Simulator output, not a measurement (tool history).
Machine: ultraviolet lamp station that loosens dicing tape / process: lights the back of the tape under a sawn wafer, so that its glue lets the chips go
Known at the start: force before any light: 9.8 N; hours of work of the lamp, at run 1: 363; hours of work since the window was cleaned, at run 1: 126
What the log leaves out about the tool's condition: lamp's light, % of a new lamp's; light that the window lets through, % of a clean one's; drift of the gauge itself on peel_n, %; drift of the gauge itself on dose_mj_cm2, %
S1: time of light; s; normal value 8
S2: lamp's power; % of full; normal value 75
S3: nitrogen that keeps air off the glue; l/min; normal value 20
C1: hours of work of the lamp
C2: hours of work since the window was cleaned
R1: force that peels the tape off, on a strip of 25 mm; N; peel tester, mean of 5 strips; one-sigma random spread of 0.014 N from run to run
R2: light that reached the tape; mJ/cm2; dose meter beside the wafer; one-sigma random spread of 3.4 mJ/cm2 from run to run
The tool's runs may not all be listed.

run,hour,S1,S2,S3,C1,C2,R1,R2
1,0.0,8,75,20,363,126,1.298,397
2,42.4,8,75,30,390,153,1.270,382
3,67.7,8,75,30,406,169,1.296,370
4,102.9,8,75,30,429,191,1.391,357
5,139.3,8,97,20,452,215,1.036,453
# hour 158.7: window cleaned of glue's vapour
6,165.7,8,97,20,469,5,1.252,408
7,192.2,9,75,20,485,21,1.653,346
8,217.0,8,75,20,501,37,2.127,306
9,262.3,8,75,20,530,66,2.194,291
10,284.0,8,75,20,544,80,2.330,281
11,327.8,9,89,8,572,108,2.239,355
12,353.3,9,89,8,588,124,2.326,344
13,391.2,8,84,7,613,149,3.383,277
# hour 414.1: window cleaned of glue's vapour, once more
14,431.3,5,92,20,638,11,2.350,279
15,454.9,5,75,17,653,26,3.299,221
16,484.5,6,75,13,672,45,2.847,262
# hour 512.6: lamp changed
17,517.0,5,75,23,3,65,1.944,315

What if the next run were any one of these 5? Each begins from the tool's condition after run 17:
A,537.1,7,76,20,16,78,?,?
B,537.1,8,75,7,16,78,?,?
C,537.1,9,75,15,16,78,?,?
D,537.1,5,62,23,16,78,?,?
E,537.1,12,84,20,16,78,?,?

run,R1,R2
A,1.065,434
B,1.358,500
C,0.682,558
D,2.572,257
E,0.182,838
With no hidden state in the tool, these same runs would have given:
run,R1,R2
A,0.890,470
B,1.153,542
C,0.553,606
D,2.298,278
E,0.145,908

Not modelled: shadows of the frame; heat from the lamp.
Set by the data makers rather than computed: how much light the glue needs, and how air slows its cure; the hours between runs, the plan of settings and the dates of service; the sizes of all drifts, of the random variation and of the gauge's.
